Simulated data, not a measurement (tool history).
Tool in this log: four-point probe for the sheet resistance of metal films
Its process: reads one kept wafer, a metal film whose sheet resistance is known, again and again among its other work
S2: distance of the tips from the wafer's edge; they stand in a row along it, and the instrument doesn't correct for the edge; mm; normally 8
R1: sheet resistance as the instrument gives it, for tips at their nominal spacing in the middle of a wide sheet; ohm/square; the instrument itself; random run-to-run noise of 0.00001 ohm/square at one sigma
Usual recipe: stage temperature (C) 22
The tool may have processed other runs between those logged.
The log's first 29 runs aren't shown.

run 30 hour=1387.4 | stage_temperature_(C)=21 S2=53 | R1=0.050891
run 31 hour=1441.1 | stage_temperature_(C)=19 S2=52 | R1=0.050995
run 32 hour=1494.7 | stage_temperature_(C)=19 S2=52 | R1=0.050991
run 33 hour=1553.2 | stage_temperature_(C)=22 S2=5 | R1=0.051308
run 34 hour=1609.0 | stage_temperature_(C)=22 S2=5 | R1=0.051307
run 35 hour=1660.4 | stage_temperature_(C)=20 S2=8 | R1=0.051138
run 36 hour=1692.8 | stage_temperature_(C)=34 S2=70 | R1=0.050375
run 37 hour=1732.4 | stage_temperature_(C)=34 S2=70 | R1=0.050360
run 38 hour=1769.9 | stage_temperature_(C)=22 S2=49 | R1=0.050901
run 39 hour=1800.3 | stage_temperature_(C)=22 S2=49 | R1=0.050892
run 40 hour=1838.1 | stage_temperature_(C)=18 S2=29 | R1=0.051098
run 41 hour=1880.2 | stage_temperature_(C)=24 S2=29 | R1=0.050809
run 42 hour=1933.5 | stage_temperature_(C)=31 S2=9 | R1=0.050633

Below are 5 alternative next runs, each starting from the tool's condition after run 42. Predict each:
run A hour=1982.1 | stage_temperature_(C)=24 S2=9 | R1=?
run B hour=1982.1 | stage_temperature_(C)=24 S2=44 | R1=?
run C hour=1982.1 | stage_temperature_(C)=31 S2=63 | R1=?
run D hour=1982.1 | stage_temperature_(C)=19 S2=57 | R1=?
run E hour=1982.1 | stage_temperature_(C)=30 S2=55 | R1=?

run=A R1=0.050947
run=B R1=0.050831
run=C R1=0.050516
run=D R1=0.051060
run=E R1=0.050551
With no hidden state in the tool, these same runs would have given:
run=A R1=0.050876
run=B R1=0.050761
run=C R1=0.050447
run=D R1=0.050989
run=E R1=0.050482
